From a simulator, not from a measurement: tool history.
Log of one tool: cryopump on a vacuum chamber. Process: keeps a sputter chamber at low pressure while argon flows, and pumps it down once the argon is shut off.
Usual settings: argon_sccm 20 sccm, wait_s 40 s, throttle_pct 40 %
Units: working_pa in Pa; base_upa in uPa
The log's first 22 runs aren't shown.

run     day  argon_sccm  wait_s  throttle_pct  working_pa  base_upa
 23  20.871          26      74            16      0.1223      1.24
 24  21.612           9     270            46      0.0163      0.75
 25  22.829          29     205            40      0.0574      0.77
 26  24.104          14      35            40      0.0270      1.96
 27  24.696          14      35            40      0.0281      1.96
 28  26.083          14      35            40      0.0268      1.97
     26.625  -- pump warmed up, emptied and cooled again
 29  27.462           9      40            40      0.0178      1.78
 30  28.717           9      40            40      0.0168      1.71
 31  30.108          25      60            57      0.0324      1.30
 32  31.238          14     196            31      0.0340      0.79
 33  32.133          14     196            31      0.0347      0.80

4 ways to go on from here, each from the tool as it stands after run 33. What would each give?
  A  32.812          20     175            40           ?         ?
  B  32.812          22      85            26           ?         ?
  C  32.812          20     201            23           ?         ?
  D  32.812          19     196            31           ?         ?

run  working_pa  base_upa
  A      0.0359      0.79
  B      0.0623      1.08
  C      0.0639      0.76
  D      0.0468      0.78
Without the tool's hidden state the same runs would have given:
run  working_pa  base_upa
  A      0.0355      0.37
  B      0.0618      0.66
  C      0.0635      0.33
  D      0.0465      0.36
